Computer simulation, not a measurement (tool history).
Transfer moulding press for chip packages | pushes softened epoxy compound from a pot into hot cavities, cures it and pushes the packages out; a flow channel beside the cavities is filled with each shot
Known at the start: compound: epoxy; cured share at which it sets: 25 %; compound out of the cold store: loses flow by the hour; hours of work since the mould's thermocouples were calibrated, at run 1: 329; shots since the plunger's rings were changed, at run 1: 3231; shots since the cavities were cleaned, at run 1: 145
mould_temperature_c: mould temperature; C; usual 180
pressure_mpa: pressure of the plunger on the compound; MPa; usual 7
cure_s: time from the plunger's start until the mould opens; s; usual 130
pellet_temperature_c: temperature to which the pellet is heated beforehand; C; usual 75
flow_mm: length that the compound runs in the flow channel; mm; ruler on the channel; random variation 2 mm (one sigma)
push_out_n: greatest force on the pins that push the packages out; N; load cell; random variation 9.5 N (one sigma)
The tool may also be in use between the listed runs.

| run | hour | mould_temperature_c | pressure_mpa | cure_s | pellet_temperature_c | hours of work since the mould's thermocouples were calibrated | shots since the plunger's rings were changed | shots since the cavities were cleaned | incoming compound's hours out of the cold store | flow_mm | push_out_n |
|---|---|---|---|---|---|---|---|---|---|---|---|
| 1 | 0 | 180 | 7 | 130 | 75 | 329 | 3231 | 145 | 15.3 | 519 | 518 |
| 2 | 46.1 | 180 | 7 | 130 | 75 | 357 | 3681 | 595 | 12.3 | 527 | 701 |
|  | 85.6 | cavities cleaned with cleaning compound and waxed |
| 3 | 89 | 187 | 7 | 130 | 75 | 383 | 4087 | 34 | 47 | 409 | 416 |
| 4 | 146.1 | 187 | 7 | 130 | 75 | 419 | 4644 | 591 | 25.4 | 461 | 654 |
|  | 169.9 | mould's thermocouples calibrated |
|  | 189.3 | cavities cleaned with cleaning compound and waxed |
|  | 200.9 | plunger's sealing rings changed |
| 5 | 207.5 | 180 | 7 | 130 | 75 | 21 | 65 | 154 | 35.4 | 485 | 522 |
| 6 | 266.9 | 180 | 7.19 | 130 | 75 | 58 | 646 | 735 | 11.8 | 565 | 773 |
|  | 292.4 | cavities cleaned with cleaning compound and waxed |
| 7 | 317.8 | 172 | 7.19 | 111 | 75 | 89 | 1129 | 249 | 29.3 | 525 | 1110 |
| 8 | 353.1 | 172 | 7.19 | 165 | 75 | 111 | 1473 | 593 | 17.9 | 559 | 745 |
|  | 395.2 | cavities cleaned with cleaning compound and waxed |
| 9 | 412.9 | 172 | 7.19 | 165 | 75 | 148 | 2043 | 172 | 23 | 534 | 559 |
| 10 | 449.1 | 172 | 7.19 | 165 | 75 | 170 | 2397 | 526 | 25.7 | 523 | 731 |
|  | 494.4 | cavities cleaned with cleaning compound and waxed |
| 11 | 510.3 | 180 | 7 | 156 | 75 | 208 | 2981 | 155 | 20.4 | 505 | 505 |

Forecast each of these 3 alternatives for the next run:
| A | 551.9 | 175 | 7 | 143 | 80 | 234 | 3388 | 562 | 42.3 | ? | ? |
| B | 551.9 | 186 | 7 | 156 | 71 | 234 | 3388 | 562 | 31 | ? | ? |
| C | 551.9 | 184 | 7 | 130 | 70 | 234 | 3388 | 562 | 46.8 | ? | ? |

| run | flow_mm | push_out_n |
|---|---|---|
| A | 448 | 736 |
| B | 455 | 647 |
| C | 417 | 668 |
Without the tool's hidden state the same runs would have given:
| run | flow_mm | push_out_n |
|---|---|---|
| A | 477 | 435 |
| B | 484 | 378 |
| C | 444 | 395 |

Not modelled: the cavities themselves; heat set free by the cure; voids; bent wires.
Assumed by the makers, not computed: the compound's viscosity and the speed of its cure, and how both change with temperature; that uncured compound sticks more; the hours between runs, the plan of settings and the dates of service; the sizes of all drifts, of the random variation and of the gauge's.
